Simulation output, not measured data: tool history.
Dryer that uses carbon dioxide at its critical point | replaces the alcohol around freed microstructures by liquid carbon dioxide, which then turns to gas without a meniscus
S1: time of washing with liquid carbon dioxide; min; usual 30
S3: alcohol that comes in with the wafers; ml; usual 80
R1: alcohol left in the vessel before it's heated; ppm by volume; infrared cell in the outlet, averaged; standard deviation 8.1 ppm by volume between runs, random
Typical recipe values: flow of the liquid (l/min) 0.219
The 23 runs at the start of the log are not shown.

Run 24, hour 348.2: usual settings but S1 42 min, S3 85 ml. Result: R1 122 ppm by volume.
Run 25, hour 367.3: usual settings but S1 20 min, flow of the liquid (l/min) 0.27, S3 61 ml. Result: R1 953 ppm by volume.
Run 26, hour 383.2: usual settings but S1 27 min, flow of the liquid (l/min) 0.335, S3 71 ml. Result: R1 117 ppm by volume.
Run 27, hour 391.9: usual settings but S1 38 min, flow of the liquid (l/min) 0.335, S3 71 ml. Result: R1 78 ppm by volume.
Run 28, hour 406.7: usual settings but S1 29 min. Result: R1 674 ppm by volume.
Run 29, hour 423.8: usual settings but S1 29 min. Result: R1 677 ppm by volume.
Run 30, hour 439.1: usual settings but flow of the liquid (l/min) 0.196. Result: R1 989 ppm by volume.
Run 31, hour 454.9: usual settings but S1 29 min, flow of the liquid (l/min) 0.287, S3 55 ml. Result: R1 163 ppm by volume.
Run 32, hour 475.9: usual settings but S1 29 min, flow of the liquid (l/min) 0.287, S3 55 ml. Result: R1 170 ppm by volume.

Alternative continuations, all from the tool just after run 32; predict every row:
Run A, hour 492.9: usual settings but S1 23 min, flow of the liquid (l/min) 0.205, S3 33 ml. Result: R1 ?.
Run B, hour 492.9: usual settings but flow of the liquid (l/min) 0.34, S3 23 ml. Result: R1 ?.
Run C, hour 492.9: usual settings but S1 27 min, flow of the liquid (l/min) 0.132, S3 61 ml. Result: R1 ?.

run    R1
  A  1013
  B    90
  C  4405
Take away the tool's hidden state, keep each run's random variation, and the runs would have read:
run    R1
  A   781
  B    17
  C  3764

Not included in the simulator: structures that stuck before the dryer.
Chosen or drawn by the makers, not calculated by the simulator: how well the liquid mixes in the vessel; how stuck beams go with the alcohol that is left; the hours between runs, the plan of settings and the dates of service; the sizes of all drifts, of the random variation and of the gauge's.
